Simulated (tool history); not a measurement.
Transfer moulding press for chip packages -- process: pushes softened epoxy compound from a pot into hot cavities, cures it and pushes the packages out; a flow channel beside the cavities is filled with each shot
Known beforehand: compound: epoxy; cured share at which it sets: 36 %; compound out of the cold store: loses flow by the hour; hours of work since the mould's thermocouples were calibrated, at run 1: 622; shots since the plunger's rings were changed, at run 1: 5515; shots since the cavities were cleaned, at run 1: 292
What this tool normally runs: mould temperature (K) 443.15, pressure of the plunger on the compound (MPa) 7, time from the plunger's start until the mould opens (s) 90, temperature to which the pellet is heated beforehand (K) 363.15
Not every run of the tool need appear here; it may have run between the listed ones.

run   hour  mould temperature (K)  pressure of the plunger on the compound (MPa)  time from the plunger's start until the mould opens (s)  temperature to which the pellet is heated beforehand (K)  hours of work since the mould's thermocouples were calibrated  shots since the plunger's rings were changed  shots since the cavities were cleaned  incoming compound's hours out of the cold store  length that the compound runs in the flow channel (mm)  greatest force on the pins that push the packages out (N)
  1      0                 443.15                                              7                                                       90                                                    363.15                                                            622                                          5515                                    292                                             23.5                                                     627                                                        992
      43.7  -- mould's thermocouples calibrated
  2     48                 443.15                                              7                                                       90                                                    363.15                                                              3                                          6041                                    818                                             43.6                                                     579                                                       1125
      56.6  -- cavities cleaned with cleaning compound and waxed
  3  107.3                 443.15                                              7                                                       90                                                    363.15                                                             38                                          6704                                    581                                             10.1                                                     636                                                       1541
     137.7  -- plunger's sealing rings changed
     139.2  -- cavities cleaned with cleaning compound and waxed
  4  165.9                 443.15                                              7                                                       90                                                    363.15                                                             72                                           305                                    305                                               35                                                     646                                                        912
     220.9  -- cavities cleaned with cleaning compound and waxed
  5  243.1                 443.15                                              7                                                       90                                                    363.15                                                            118                                          1172                                    254                                             41.1                                                     626                                                        894
  6  277.7                 443.15                                              7                                                       90                                                    357.15                                                            139                                          1568                                    650                                             17.5                                                     667                                                       1163
     303.1  -- cavities cleaned with cleaning compound and waxed
  7  317.6                 443.15                                              7                                                       90                                                    363.15                                                            163                                          2008                                    166                                             13.4                                                     677                                                        857
     381.8  -- cavities cleaned with cleaning compound and waxed
  8  384.2                 443.15                                              7                                                       90                                                    363.15                                                            203                                          2753                                     28                                               35                                                     626                                                        664
  9  451.3                 443.15                                              7                                                       90                                                    363.15                                                            244                                          3521                                    796                                               10                                                     680                                                       1265
     464.9  -- cavities cleaned with cleaning compound and waxed
     497.3  -- cavities cleaned with cleaning compound and waxed, once more
 10  503.9                 443.15                                              7                                                       90                                                    363.15                                                            274                                          4089                                     76                                             44.2                                                     599                                                        700
 11  571.3                 443.15                                              7                                                       90                                                    363.15                                                            315                                          4861                                    848                                             19.4                                                     634                                                       1274
     578.8  -- cavities cleaned with cleaning compound and waxed
     659.2  -- cavities cleaned with cleaning compound and waxed
 12  659.2                 443.15                                              7                                                       90                                                    363.15                                                            368                                          5833                                      0                                             47.3                                                     570                                                        627
 13  718.6                 442.15                                              7                                                       90                                                    363.15                                                            404                                          6513                                    680                                             15.3                                                     627                                                       1302

Forecast run 14:
      737  -- cavities cleaned with cleaning compound and waxed
     770.1  -- plunger's sealing rings changed
 14   789                 442.15                                              7                                                      114                                                    363.15                                                            445                                           216                                    566                                             12.3                                                       ?                                                          ?

{"run 14": {"length that the compound runs in the flow channel (mm)": 692, "greatest force on the pins that push the packages out (N)": 912}}
Without the tool's hidden state the same run would have given length that the compound runs in the flow channel (mm) 693, greatest force on the pins that push the packages out (N) 488.
